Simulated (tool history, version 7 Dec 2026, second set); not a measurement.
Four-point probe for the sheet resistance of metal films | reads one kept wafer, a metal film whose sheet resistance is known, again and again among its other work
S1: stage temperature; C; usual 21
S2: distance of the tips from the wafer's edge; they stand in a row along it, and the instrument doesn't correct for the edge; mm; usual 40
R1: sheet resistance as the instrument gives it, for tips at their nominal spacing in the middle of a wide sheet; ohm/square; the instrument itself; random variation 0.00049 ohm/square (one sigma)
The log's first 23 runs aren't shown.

{"run": 24, "hour": 416.4, "S1": 32, "S2": 22, "R1": 2.432306}
{"run": 25, "hour": 438.5, "S1": 34, "S2": 64, "R1": 2.430392}
{"run": 26, "hour": 462.8, "S1": 34, "S2": 64, "R1": 2.42957}
{"run": 27, "hour": 482.8, "S1": 19, "S2": 46, "R1": 2.432552}
{"run": 28, "hour": 508.4, "S1": 30, "S2": 4, "R1": 2.508919}
{"run": 29, "hour": 519.4, "S1": 31, "S2": 8, "R1": 2.449578}
{"run": 30, "hour": 535.0, "S1": 19, "S2": 18, "R1": 2.434648}
{"run": 31, "hour": 545.6, "S1": 19, "S2": 18, "R1": 2.434887}
{"run": 32, "hour": 571.8, "S1": 23, "S2": 3, "R1": 2.567551}
{"run": 33, "hour": 589.0, "S1": 23, "S2": 3, "R1": 2.56733}
{"run": 34, "hour": 606.7, "S1": 23, "S2": 3, "R1": 2.567558}
{"run": 35, "hour": 629.5, "S1": 23, "S2": 3, "R1": 2.565973}
{"run": 36, "hour": 643.9, "S1": 18, "S2": 45, "R1": 2.43194}
{"run": 37, "hour": 663.9, "S1": 32, "S2": 6, "R1": 2.464175}
{"run": 38, "hour": 675.6, "S1": 31, "S2": 19, "R1": 2.432045}
{"run": 39, "hour": 699.5, "S1": 34, "S2": 5, "R1": 2.479213}
{"run": 40, "hour": 712.7, "S1": 33, "S2": 25, "R1": 2.428848}
{"run": 41, "hour": 731.0, "S1": 24, "S2": 11, "R1": 2.440885}
{"run": 42, "hour": 754.3, "S1": 24, "S2": 11, "R1": 2.440439}
{"run": 43, "hour": 779.1, "S1": 29, "S2": 4, "R1": 2.506907}
{"run": 44, "hour": 789.7, "S1": 33, "S2": 5, "R1": 2.479769}
{"run": 45, "hour": 813.6, "S1": 30, "S2": 5, "R1": 2.478443}
{"run": 46, "hour": 837.2, "S1": 33, "S2": 40, "R1": 2.428538}

3 ways to go on from here, each from the tool as it stands after run 46. What would each give?
{"run": "A", "hour": 854.3, "S1": 28, "S2": 40, "R1": "?"}
{"run": "B", "hour": 854.3, "S1": 21, "S2": 30, "R1": "?"}
{"run": "C", "hour": 854.3, "S1": 32, "S2": 8, "R1": "?"}

run=A R1=2.428995
run=B R1=2.431083
run=C R1=2.448223
Without the tool's hidden state the same runs would have given:
run=A R1=2.437175
run=B R1=2.439343
run=C R1=2.456424

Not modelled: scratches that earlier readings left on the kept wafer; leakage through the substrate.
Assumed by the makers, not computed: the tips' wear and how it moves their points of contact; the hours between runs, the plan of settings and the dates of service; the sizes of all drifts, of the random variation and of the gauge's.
